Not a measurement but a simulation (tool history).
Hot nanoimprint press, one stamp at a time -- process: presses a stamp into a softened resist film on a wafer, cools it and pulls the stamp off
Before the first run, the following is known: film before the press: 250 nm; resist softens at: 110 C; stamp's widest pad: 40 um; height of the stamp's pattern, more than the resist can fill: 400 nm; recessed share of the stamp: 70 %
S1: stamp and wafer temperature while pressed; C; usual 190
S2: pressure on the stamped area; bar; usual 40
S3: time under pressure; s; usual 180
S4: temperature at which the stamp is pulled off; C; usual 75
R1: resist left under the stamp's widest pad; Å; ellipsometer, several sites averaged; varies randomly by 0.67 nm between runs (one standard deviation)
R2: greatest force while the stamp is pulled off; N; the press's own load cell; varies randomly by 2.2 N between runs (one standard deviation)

{"run": 1, "hour": 0.0, "S1": 190, "S2": 40, "S3": 180, "S4": 75, "R1": 1309, "R2": 168}
{"run": 2, "hour": 11.9, "S1": 190, "S2": 40, "S3": 228, "S4": 75, "R1": 1186, "R2": 174}
{"run": 3, "hour": 24.8, "S1": 190, "S2": 40, "S3": 228, "S4": 75, "R1": 1202, "R2": 169}
{"run": 4, "hour": 33.2, "S1": 190, "S2": 40, "S3": 228, "S4": 75, "R1": 1194, "R2": 169}
{"run": 5, "hour": 51.4, "S1": 190, "S2": 40, "S3": 228, "S4": 75, "R1": 1190, "R2": 172}
{"run": 6, "hour": 58.9, "S1": 190, "S2": 40, "S3": 255, "S4": 75, "R1": 1146, "R2": 171}
{"run": 7, "hour": 75.7, "S1": 190, "S2": 40, "S3": 206, "S4": 75, "R1": 1245, "R2": 167}
{"run": 8, "hour": 94.2, "S1": 191, "S2": 40, "S3": 206, "S4": 75, "R1": 1194, "R2": 168}
{"run": 9, "hour": 102.3, "S1": 191, "S2": 40, "S3": 206, "S4": 75, "R1": 1198, "R2": 171}
{"run": 10, "hour": 117.9, "S1": 191, "S2": 40, "S3": 206, "S4": 75, "R1": 1203, "R2": 172}
{"run": 11, "hour": 131.0, "S1": 191, "S2": 40, "S3": 206, "S4": 70, "R1": 1197, "R2": 177}
{"run": 12, "hour": 141.1, "S1": 180, "S2": 40, "S3": 206, "S4": 70, "R1": 1655, "R2": 181}
{"run": 13, "hour": 158.9, "S1": 190, "S2": 40, "S3": 180, "S4": 75, "R1": 1291, "R2": 172}
{"run": 14, "hour": 173.7, "S1": 190, "S2": 40, "S3": 180, "S4": 75, "R1": 1290, "R2": 170}
{"run": 15, "hour": 189.0, "S1": 190, "S2": 40, "S3": 180, "S4": 75, "R1": 1285, "R2": 168}
{"run": 16, "hour": 205.8, "S1": 190, "S2": 40, "S3": 180, "S4": 75, "R1": 1289, "R2": 170}
{"run": 17, "hour": 217.4, "S1": 184, "S2": 40, "S3": 132, "S4": 69, "R1": 1677, "R2": 179}
{"run": 18, "hour": 226.6, "S1": 184, "S2": 24.7, "S3": 132, "S4": 69, "R1": 1888, "R2": 179}
{"run": 19, "hour": 243.1, "S1": 195, "S2": 30, "S3": 330, "S4": 65, "R1": 972, "R2": 186}
{"run": 20, "hour": 256.6, "S1": 195, "S2": 44.9, "S3": 180, "S4": 71, "R1": 1035, "R2": 174}
{"run": 21, "hour": 275.3, "S1": 194, "S2": 53.7, "S3": 328, "S4": 73, "R1": 778, "R2": 174}
{"run": 22, "hour": 288.1, "S1": 194, "S2": 42, "S3": 117, "S4": 73, "R1": 1298, "R2": 174}
{"run": 23, "hour": 302.1, "S1": 194, "S2": 42, "S3": 117, "S4": 73, "R1": 1297, "R2": 171}
{"run": 24, "hour": 319.0, "S1": 194, "S2": 45.5, "S3": 117, "S4": 73, "R1": 1256, "R2": 172}
{"run": 25, "hour": 334.8, "S1": 194, "S2": 45.5, "S3": 117, "S4": 73, "R1": 1247, "R2": 175}
{"run": 26, "hour": 349.4, "S1": 188, "S2": 53.9, "S3": 116, "S4": 62, "R1": 1443, "R2": 188}
{"run": 27, "hour": 371.7, "S1": 188, "S2": 29.9, "S3": 180, "S4": 62, "R1": 1545, "R2": 187}
{"run": 28, "hour": 380.8, "S1": 195, "S2": 25.7, "S3": 179, "S4": 79, "R1": 1323, "R2": 159}
{"run": 29, "hour": 392.1, "S1": 190, "S2": 40, "S3": 110, "S4": 75, "R1": 1523, "R2": 167}
{"run": 30, "hour": 403.8, "S1": 183, "S2": 59, "S3": 110, "S4": 75, "R1": 1645, "R2": 171}
{"run": 31, "hour": 412.9, "S1": 183, "S2": 59, "S3": 110, "S4": 75, "R1": 1625, "R2": 168}

Missing from the log above: 3 entries noted between runs. For each, name the pair of listed runs it sits between and say how the tool's hidden condition differs from the listed run just before to the listed run just after:
From run 20 to run 21: plate thermocouple calibrated (hour 269.6)
  true temperature over the reading, C: -0.12 -> 0; grip of the stamp's worn release coat, % over a new coat's: 0.7 -> 0.8; drift of the gauge itself on residual_nm, %: -1.98 -> -2.1
  measured less the result without the state, R1: -16 -> -16 Å
From run 25 to run 26: gauge calibrated (hour 335.7)
  drift of the gauge itself on residual_nm, %: -2.56 -> -0.11
  measured less the result without the state, R1: -33 -> -1 Å
From run 26 to run 27: stamp cleaned and given a new release coat (hour 369.6)
  grip of the stamp's worn release coat, % over a new coat's: 0.9 -> 0; drift of the gauge itself on residual_nm, %: -0.11 -> -0.23
  measured less the result without the state, R1: -1 -> -2 Å
